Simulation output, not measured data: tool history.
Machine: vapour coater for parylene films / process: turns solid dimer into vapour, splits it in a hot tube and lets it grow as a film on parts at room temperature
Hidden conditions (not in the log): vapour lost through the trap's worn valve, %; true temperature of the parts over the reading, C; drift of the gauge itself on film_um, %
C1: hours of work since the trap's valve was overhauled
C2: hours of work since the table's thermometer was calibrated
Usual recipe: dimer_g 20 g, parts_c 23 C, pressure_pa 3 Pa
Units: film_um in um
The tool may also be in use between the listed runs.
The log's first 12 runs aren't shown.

run 13 hour=442.6 | dimer_g=31 parts_c=23 pressure_pa=3 | C1=265 C2=464 | film_um=24.53
run 14 hour=465.6 | dimer_g=31 parts_c=23 pressure_pa=3 | C1=275 C2=474 | film_um=24.57
run 15 hour=500.4 | dimer_g=31 parts_c=23 pressure_pa=3 | C1=290 C2=489 | film_um=24.34
run 16 hour=532.1 | dimer_g=20 parts_c=25 pressure_pa=3 | C1=304 C2=503 | film_um=15.03
run 17 hour=567.2 | dimer_g=20 parts_c=23 pressure_pa=3 | C1=319 C2=518 | film_um=15.86
run 18 hour=596.8 | dimer_g=20 parts_c=23 pressure_pa=3 | C1=332 C2=531 | film_um=15.7
run 19 hour=616.7 | dimer_g=20 parts_c=23 pressure_pa=10.39 | C1=341 C2=540 | film_um=11.8
run 20 hour=648 | dimer_g=20 parts_c=23 pressure_pa=3 | C1=354 C2=553 | film_um=15.77
run 21 hour=692.2 | dimer_g=20 parts_c=23 pressure_pa=3 | C1=374 C2=573 | film_um=15.77
run 22 hour=724.9 | dimer_g=20 parts_c=23 pressure_pa=3 | C1=388 C2=587 | film_um=15.61
-- hour=739 trap's valve overhauled
run 23 hour=769.3 | dimer_g=20 parts_c=23 pressure_pa=3 | C1=13 C2=605 | film_um=15.8
run 24 hour=801.8 | dimer_g=20 parts_c=23 pressure_pa=3 | C1=27 C2=619 | film_um=15.81
run 25 hour=844 | dimer_g=16 parts_c=15 pressure_pa=3.66 | C1=46 C2=637 | film_um=14.28
run 26 hour=885.7 | dimer_g=9 parts_c=15 pressure_pa=7.34 | C1=64 C2=655 | film_um=6.87
run 27 hour=917.6 | dimer_g=20 parts_c=24 pressure_pa=3 | C1=78 C2=669 | film_um=15.39
run 28 hour=957.2 | dimer_g=15 parts_c=27 pressure_pa=3.62 | C1=95 C2=687 | film_um=10.33
run 29 hour=989.7 | dimer_g=15 parts_c=27 pressure_pa=3.62 | C1=109 C2=701 | film_um=10.31
run 30 hour=1034.7 | dimer_g=15 parts_c=27 pressure_pa=3.62 | C1=129 C2=720 | film_um=10.26
run 31 hour=1071.1 | dimer_g=15 parts_c=27 pressure_pa=3.62 | C1=145 C2=736 | film_um=10.26
run 32 hour=1109.1 | dimer_g=15 parts_c=27 pressure_pa=3.62 | C1=161 C2=753 | film_um=10.3
run 33 hour=1155.3 | dimer_g=15 parts_c=17 pressure_pa=3.62 | C1=182 C2=773 | film_um=12.78
-- hour=1177.3 gauge calibrated
run 34 hour=1192.1 | dimer_g=35 parts_c=24 pressure_pa=3 | C1=198 C2=789 | film_um=27.35

Estimate the outcome of run 35 from the log above:
run 35 hour=1229.2 | dimer_g=35 parts_c=24 pressure_pa=3 | C1=214 C2=805 | film_um=?

{"run 35": {"film_um": 27.21}}
Minus the tool's unlogged condition, the same run would have read film_um 27.26 um.
